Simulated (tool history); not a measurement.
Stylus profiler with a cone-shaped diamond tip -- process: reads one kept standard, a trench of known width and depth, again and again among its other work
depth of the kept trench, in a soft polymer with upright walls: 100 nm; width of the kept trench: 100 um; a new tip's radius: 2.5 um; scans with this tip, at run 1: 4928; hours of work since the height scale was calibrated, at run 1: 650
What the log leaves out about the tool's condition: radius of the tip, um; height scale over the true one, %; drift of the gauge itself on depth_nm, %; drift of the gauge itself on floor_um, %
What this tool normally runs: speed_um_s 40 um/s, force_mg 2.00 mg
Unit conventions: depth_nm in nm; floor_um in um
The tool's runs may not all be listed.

| run | hour | speed_um_s | force_mg | scans with this tip | hours of work since the height scale was calibrated | depth_nm | floor_um |
|---|---|---|---|---|---|---|---|
| 1 | 0.0 | 40 | 2.00 | 4928 | 650 | 101.07 | 98.36 |
| 2 | 54.6 | 40 | 2.00 | 5105 | 673 | 101.08 | 98.36 |
| 3 | 129.4 | 40 | 2.00 | 5347 | 705 | 101.02 | 98.33 |
| 4 | 163.6 | 40 | 2.00 | 5458 | 720 | 101.11 | 98.29 |
| 5 | 227.2 | 11 | 2.00 | 5664 | 747 | 101.03 | 98.49 |
| 6 | 274.6 | 11 | 2.00 | 5818 | 767 | 101.09 | 98.60 |
| 7 | 341.9 | 40 | 2.00 | 6036 | 796 | 101.04 | 98.36 |
|  | 353.5 | height scale calibrated on a step standard |
| 8 | 419.4 | 40 | 2.00 | 6285 | 28 | 101.13 | 98.34 |
| 9 | 456.9 | 40 | 2.00 | 6407 | 44 | 101.06 | 98.30 |
| 10 | 516.8 | 40 | 2.44 | 6601 | 70 | 101.22 | 98.36 |
| 11 | 572.3 | 40 | 2.44 | 6781 | 93 | 101.27 | 98.34 |
| 12 | 610.5 | 77 | 2.44 | 6904 | 110 | 101.21 | 98.15 |
| 13 | 669.7 | 77 | 2.44 | 7096 | 135 | 101.22 | 98.12 |
| 14 | 706.8 | 77 | 2.44 | 7216 | 151 | 101.21 | 98.16 |
| 15 | 770.2 | 77 | 2.44 | 7422 | 178 | 101.22 | 98.10 |
| 16 | 814.3 | 100 | 2.44 | 7565 | 197 | 101.24 | 98.01 |
| 17 | 870.2 | 100 | 2.44 | 7746 | 221 | 101.25 | 98.04 |
| 18 | 915.6 | 100 | 2.44 | 7893 | 240 | 101.21 | 97.96 |
| 19 | 953.6 | 100 | 2.44 | 8016 | 256 | 101.19 | 98.05 |
| 20 | 1026.9 | 40 | 1.20 | 8254 | 288 | 100.67 | 98.22 |
| 21 | 1103.1 | 40 | 1.20 | 8501 | 320 | 100.76 | 98.23 |
| 22 | 1179.0 | 46 | 1.20 | 8747 | 353 | 100.73 | 98.20 |
| 23 | 1213.0 | 46 | 1.20 | 8857 | 367 | 100.73 | 98.19 |
| 24 | 1257.9 | 46 | 1.20 | 9002 | 386 | 100.74 | 98.24 |
| 25 | 1291.4 | 46 | 1.20 | 9111 | 401 | 100.74 | 98.20 |
| 26 | 1357.4 | 69 | 1.13 | 9325 | 429 | 100.67 | 97.97 |
| 27 | 1405.4 | 59 | 1.60 | 9480 | 449 | 100.90 | 98.15 |
| 28 | 1451.9 | 59 | 1.60 | 9631 | 469 | 100.90 | 98.19 |
| 29 | 1492.6 | 12 | 2.80 | 9763 | 487 | 101.34 | 98.53 |
| 30 | 1567.1 | 12 | 2.80 | 10004 | 519 | 101.33 | 98.51 |
| 31 | 1607.9 | 53 | 1.66 | 10137 | 536 | 100.94 | 98.16 |
| 32 | 1679.4 | 31 | 1.20 | 10368 | 567 | 100.72 | 98.31 |
| 33 | 1750.5 | 59 | 5.32 | 10599 | 597 | 102.03 | 98.37 |
| 34 | 1790.4 | 85 | 1.80 | 10728 | 614 | 101.03 | 97.98 |
| 35 | 1862.6 | 85 | 1.80 | 10962 | 645 | 100.94 | 97.99 |
| 36 | 1909.8 | 85 | 3.18 | 11115 | 665 | 101.41 | 98.19 |
| 37 | 1980.6 | 40 | 1.64 | 11345 | 695 | 100.97 | 98.31 |
| 38 | 2042.0 | 40 | 1.64 | 11543 | 722 | 100.88 | 98.32 |
| 39 | 2101.1 | 13 | 3.81 | 11735 | 747 | 101.66 | 98.53 |
| 40 | 2166.4 | 13 | 3.81 | 11947 | 775 | 101.66 | 98.46 |
|  | 2229.7 | height scale calibrated on a step standard |
| 41 | 2229.7 | 45 | 4.49 | 12150 | 0 | 101.82 | 98.40 |
| 42 | 2296.8 | 11 | 5.26 | 12368 | 29 | 102.04 | 98.52 |
| 43 | 2369.8 | 45 | 4.81 | 12604 | 60 | 101.94 | 98.36 |
| 44 | 2415.8 | 20 | 0.82 | 12753 | 80 | 100.56 | 98.38 |
| 45 | 2455.9 | 12 | 2.56 | 12883 | 97 | 101.26 | 98.48 |
| 46 | 2525.6 | 12 | 2.56 | 13109 | 126 | 101.21 | 98.52 |

Branching from run 46: 3 alternative next runs. What would each branch give?
| A | 2562.1 | 19 | 1.73 | 13227 | 142 | ? | ? |
| B | 2562.1 | 156 | 1.94 | 13227 | 142 | ? | ? |
| C | 2562.1 | 55 | 1.48 | 13227 | 142 | ? | ? |

| run | depth_nm | floor_um |
|---|---|---|
| A | 100.97 | 98.45 |
| B | 101.04 | 97.55 |
| C | 100.90 | 98.14 |
The same runs, with their run-to-run variation unchanged, on a tool lacking any hidden condition would have given:
| run | depth_nm | floor_um |
|---|---|---|
| A | 100.97 | 98.47 |
| B | 101.04 | 97.57 |
| C | 100.90 | 98.17 |

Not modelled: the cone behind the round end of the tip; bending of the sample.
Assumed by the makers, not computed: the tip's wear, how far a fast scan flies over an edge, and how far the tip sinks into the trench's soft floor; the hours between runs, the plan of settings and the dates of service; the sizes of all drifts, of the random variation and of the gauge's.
